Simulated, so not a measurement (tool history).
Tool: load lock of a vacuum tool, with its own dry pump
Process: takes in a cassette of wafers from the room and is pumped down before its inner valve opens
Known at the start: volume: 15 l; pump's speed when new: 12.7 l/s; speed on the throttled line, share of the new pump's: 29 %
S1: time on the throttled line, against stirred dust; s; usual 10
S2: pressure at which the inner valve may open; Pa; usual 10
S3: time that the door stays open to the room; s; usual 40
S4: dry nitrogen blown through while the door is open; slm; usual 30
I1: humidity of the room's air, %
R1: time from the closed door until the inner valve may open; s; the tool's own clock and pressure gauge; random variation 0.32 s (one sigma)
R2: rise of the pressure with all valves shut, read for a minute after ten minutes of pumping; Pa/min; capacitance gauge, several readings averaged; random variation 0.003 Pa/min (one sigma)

{"run": 1, "hour": 0.0, "S1": 10, "S2": 10, "S3": 40, "S4": 30, "I1": 45, "R1": 18.3, "R2": 0.036}
{"run": 2, "hour": 56.0, "S1": 10, "S2": 8, "S3": 40, "S4": 30, "I1": 46, "R1": 18, "R2": 0.03}
{"run": 3, "hour": 168.4, "S1": 10, "S2": 10, "S3": 32, "S4": 30, "I1": 45.1, "R1": 18.3, "R2": 0.031}
{"run": 4, "hour": 295.5, "S1": 10, "S2": 10, "S3": 173, "S4": 30, "I1": 46.4, "R1": 18.7, "R2": 0.064}
{"run": 5, "hour": 356.2, "S1": 10, "S2": 10, "S3": 40, "S4": 30, "I1": 43, "R1": 18.5, "R2": 0.028}
{"run": 6, "hour": 438.9, "S1": 10, "S2": 10, "S3": 40, "S4": 30, "I1": 47.9, "R1": 19, "R2": 0.035}
{"run": 7, "hour": 503.0, "S1": 10, "S2": 10, "S3": 40, "S4": 31, "I1": 43.8, "R1": 18.1, "R2": 0.037}
{"run": 8, "hour": 579.6, "S1": 10, "S2": 10, "S3": 40, "S4": 31, "I1": 45.8, "R1": 18.4, "R2": 0.032}
{"run": 9, "hour": 651.5, "S1": 10, "S2": 10, "S3": 40, "S4": 30, "I1": 46.8, "R1": 18.2, "R2": 0.033}
{"run": 10, "hour": 709.4, "S1": 10, "S2": 10, "S3": 40, "S4": 30, "I1": 44.3, "R1": 18.1, "R2": 0.036}
{"run": 11, "hour": 815.8, "S1": 10, "S2": 10, "S3": 40, "S4": 30, "I1": 42.1, "R1": 17.9, "R2": 0.031}
{"run": 12, "hour": 894.8, "S1": 10, "S2": 8, "S3": 40, "S4": 30, "I1": 43.5, "R1": 18, "R2": 0.031}
{"run": 13, "hour": 1007.0, "S1": 10, "S2": 8, "S3": 40, "S4": 30, "I1": 40, "R1": 18.3, "R2": 0.029}
{"run": 14, "hour": 1111.7, "S1": 7, "S2": 10, "S3": 40, "S4": 30, "I1": 44.9, "R1": 15.8, "R2": 0.028}
{"run": 15, "hour": 1209.2, "S1": 7, "S2": 10, "S3": 40, "S4": 30, "I1": 46.6, "R1": 16.4, "R2": 0.029}
{"run": 16, "hour": 1264.5, "S1": 10, "S2": 10, "S3": 40, "S4": 11, "I1": 41.6, "R1": 18.4, "R2": 0.042}
{"run": 17, "hour": 1391.2, "S1": 10, "S2": 10, "S3": 40, "S4": 11, "I1": 46.4, "R1": 18.1, "R2": 0.045}
{"run": 18, "hour": 1521.2, "S1": 10, "S2": 10, "S3": 40, "S4": 30, "I1": 39.5, "R1": 18.3, "R2": 0.029}
{"run": 19, "hour": 1647.1, "S1": 10, "S2": 10, "S3": 223, "S4": 18, "I1": 44.1, "R1": 17.7, "R2": 0.093}
{"run": 20, "hour": 1721.4, "S1": 10, "S2": 10, "S3": 223, "S4": 18, "I1": 45.5, "R1": 17.8, "R2": 0.092}
{"run": 21, "hour": 1820.7, "S1": 10, "S2": 10, "S3": 223, "S4": 18, "I1": 46.2, "R1": 17.3, "R2": 0.091}
{"run": 22, "hour": 1916.3, "S1": 10, "S2": 10, "S3": 223, "S4": 18, "I1": 40.4, "R1": 18, "R2": 0.086}
{"run": 23, "hour": 1991.9, "S1": 11, "S2": 20, "S3": 165, "S4": 18, "I1": 44.1, "R1": 18.4, "R2": 0.079}
{"run": 24, "hour": 2062.4, "S1": 11, "S2": 20, "S3": 165, "S4": 18, "I1": 41.9, "R1": 18.5, "R2": 0.077}
{"run": 25, "hour": 2170.2, "S1": 11, "S2": 20, "S3": 165, "S4": 18, "I1": 44.1, "R1": 18.7, "R2": 0.076}
{"run": 26, "hour": 2252.3, "S1": 6, "S2": 13, "S3": 33, "S4": 6, "I1": 43.1, "R1": 15.1, "R2": 0.055}
{"run": 27, "hour": 2343.5, "S1": 6, "S2": 19, "S3": 40, "S4": 30, "I1": 47, "R1": 14.7, "R2": 0.031}
{"run": 28, "hour": 2429.1, "S1": 16, "S2": 10, "S3": 40, "S4": 30, "I1": 42.4, "R1": 22.7, "R2": 0.031}
{"run": 29, "hour": 2542.9, "S1": 10, "S2": 10, "S3": 62, "S4": 30, "I1": 47.5, "R1": 18, "R2": 0.038}
{"run": 30, "hour": 2601.1, "S1": 10, "S2": 10, "S3": 62, "S4": 30, "I1": 44.1, "R1": 18.3, "R2": 0.041}
{"run": 31, "hour": 2724.5, "S1": 12, "S2": 12, "S3": 40, "S4": 30, "I1": 45, "R1": 19.5, "R2": 0.032}
{"run": 32, "hour": 2850.4, "S1": 12, "S2": 12, "S3": 40, "S4": 30, "I1": 44.7, "R1": 19, "R2": 0.032}
{"run": 33, "hour": 2968.7, "S1": 12, "S2": 12, "S3": 40, "S4": 30, "I1": 47.1, "R1": 19.1, "R2": 0.033}
{"run": 34, "hour": 3066.7, "S1": 12, "S2": 12, "S3": 40, "S4": 40, "I1": 44.8, "R1": 18.7, "R2": 0.034}
{"run": 35, "hour": 3154.5, "S1": 10, "S2": 10, "S3": 28, "S4": 30, "I1": 46, "R1": 18.3, "R2": 0.032}
{"run": 36, "hour": 3234.1, "S1": 7, "S2": 11, "S3": 90, "S4": 30, "I1": 44.9, "R1": 15.8, "R2": 0.047}

3 ways to go on from here, each from the tool as it stands after run 36. What would each give?
{"run": "A", "hour": 3293.7, "S1": 10, "S2": 10, "S3": 40, "S4": 6, "I1": 45.5, "R1": "?", "R2": "?"}
{"run": "B", "hour": 3293.7, "S1": 7, "S2": 17, "S3": 90, "S4": 10, "I1": 43.2, "R1": "?", "R2": "?"}
{"run": "C", "hour": 3293.7, "S1": 7, "S2": 11, "S3": 51, "S4": 30, "I1": 44.4, "R1": "?", "R2": "?"}

run=A R1=18.5 R2=0.063
run=B R1=15.4 R2=0.075
run=C R1=15.4 R2=0.03
Without the tool's hidden state the same runs would have given:
run=A R1=18.5 R2=0.062
run=B R1=15.4 R2=0.075
run=C R1=15.4 R2=0.03
